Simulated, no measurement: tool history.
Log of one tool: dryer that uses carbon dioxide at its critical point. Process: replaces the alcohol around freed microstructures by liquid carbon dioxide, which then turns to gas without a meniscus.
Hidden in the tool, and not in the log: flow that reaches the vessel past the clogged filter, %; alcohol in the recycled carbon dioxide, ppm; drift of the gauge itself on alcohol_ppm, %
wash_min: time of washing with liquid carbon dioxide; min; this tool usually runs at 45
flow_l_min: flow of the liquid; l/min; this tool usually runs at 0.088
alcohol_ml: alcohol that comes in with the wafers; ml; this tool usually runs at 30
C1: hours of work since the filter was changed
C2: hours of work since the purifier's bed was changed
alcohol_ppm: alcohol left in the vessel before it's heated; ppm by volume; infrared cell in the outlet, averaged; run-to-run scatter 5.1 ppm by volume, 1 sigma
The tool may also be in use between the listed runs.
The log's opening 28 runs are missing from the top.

Run 29, hour 207.4: usual settings but flow_l_min 0.0636 l/min; C1 114; C2 215. Result: alcohol_ppm 494 ppm by volume.
Run 30, hour 215.4: usual settings but flow_l_min 0.0636 l/min; C1 121; C2 222. Result: alcohol_ppm 490 ppm by volume.
Run 31, hour 222.2: usual settings but wash_min 66 min, flow_l_min 0.1351 l/min, alcohol_ml 20 ml; C1 126; C2 227. Result: alcohol_ppm 33 ppm by volume.
Run 32, hour 231.1: usual settings but wash_min 37 min, flow_l_min 0.0824 l/min, alcohol_ml 103 ml; C1 133; C2 234. Result: alcohol_ppm 1176 ppm by volume.
Run 33, hour 235.4: usual settings but flow_l_min 0.1343 l/min, alcohol_ml 37 ml; C1 137; C2 237. Result: alcohol_ppm 33 ppm by volume.
Run 34, hour 240.4: usual settings but flow_l_min 0.061 l/min; C1 141; C2 242. Result: alcohol_ppm 619 ppm by volume.
Run 35, hour 247.1: usual settings but wash_min 62 min, flow_l_min 0.0573 l/min; C1 146; C2 247. Result: alcohol_ppm 189 ppm by volume.
Run 36, hour 256.2: usual settings but wash_min 62 min, flow_l_min 0.0573 l/min; C1 153; C2 254. Result: alcohol_ppm 193 ppm by volume.
Run 37, hour 265.8: usual settings but wash_min 70 min, flow_l_min 0.0734 l/min, alcohol_ml 89 ml; C1 161; C2 262. Result: alcohol_ppm 53 ppm by volume.
Run 38, hour 271.5: usual settings but flow_l_min 0.1219 l/min, alcohol_ml 54 ml; C1 165; C2 266. Result: alcohol_ppm 46 ppm by volume.
Run 39, hour 281.1: usual settings but wash_min 52 min, flow_l_min 0.0857 l/min, alcohol_ml 24 ml; C1 173; C2 274. Result: alcohol_ppm 66 ppm by volume.
Run 40, hour 285.6: usual settings but flow_l_min 0.0546 l/min, alcohol_ml 55 ml; C1 177; C2 277. Result: alcohol_ppm 1892 ppm by volume.
Run 41, hour 295.9: usual settings but wash_min 30 min, flow_l_min 0.119 l/min, alcohol_ml 39 ml; C1 185; C2 286. Result: alcohol_ppm 215 ppm by volume.
Run 42, hour 304.2: usual settings but wash_min 43 min, flow_l_min 0.1182 l/min, alcohol_ml 119 ml; C1 192; C2 292. Result: alcohol_ppm 83 ppm by volume.
Run 43, hour 310.7: usual settings but wash_min 65 min, flow_l_min 0.1182 l/min, alcohol_ml 84 ml; C1 197; C2 297. Result: alcohol_ppm 42 ppm by volume.
Run 44, hour 320.7: usual settings but wash_min 65 min, flow_l_min 0.1182 l/min, alcohol_ml 84 ml; C1 205; C2 305. Result: alcohol_ppm 37 ppm by volume.
Run 45, hour 325.5: usual settings but wash_min 29 min, flow_l_min 0.0874 l/min, alcohol_ml 56 ml; C1 208; C2 309. Result: alcohol_ppm 1631 ppm by volume.
At hour 329.9: inlet filter changed.
Run 46, hour 331.8: usual settings but flow_l_min 0.0952 l/min, alcohol_ml 103 ml; C1 2; C2 313. Result: alcohol_ppm 147 ppm by volume.

Alternative continuations, all from the tool just after run 46; predict every row:
Run A, hour 342: usual settings but wash_min 39 min, flow_l_min 0.0924 l/min, alcohol_ml 103 ml; C1 10; C2 322. Result: alcohol_ppm ?.
Run B, hour 342: usual settings but wash_min 40 min, alcohol_ml 38 ml; C1 10; C2 322. Result: alcohol_ppm ?.
Run C, hour 342: usual settings but wash_min 44 min, flow_l_min 0.0787 l/min, alcohol_ml 58 ml; C1 10; C2 322. Result: alcohol_ppm ?.
Run D, hour 342: usual settings but wash_min 42 min, flow_l_min 0.0955 l/min, alcohol_ml 103 ml; C1 10; C2 322. Result: alcohol_ppm ?.
Run E, hour 342: usual settings but wash_min 60 min, flow_l_min 0.0575 l/min, alcohol_ml 111 ml; C1 10; C2 322. Result: alcohol_ppm ?.

run  alcohol_ppm
  A          414
  B          202
  C          317
  D          216
  E          608
Had the tool no hidden state, the same runs would have come out as:
run  alcohol_ppm
  A          367
  B          161
  C          273
  D          174
  E          558

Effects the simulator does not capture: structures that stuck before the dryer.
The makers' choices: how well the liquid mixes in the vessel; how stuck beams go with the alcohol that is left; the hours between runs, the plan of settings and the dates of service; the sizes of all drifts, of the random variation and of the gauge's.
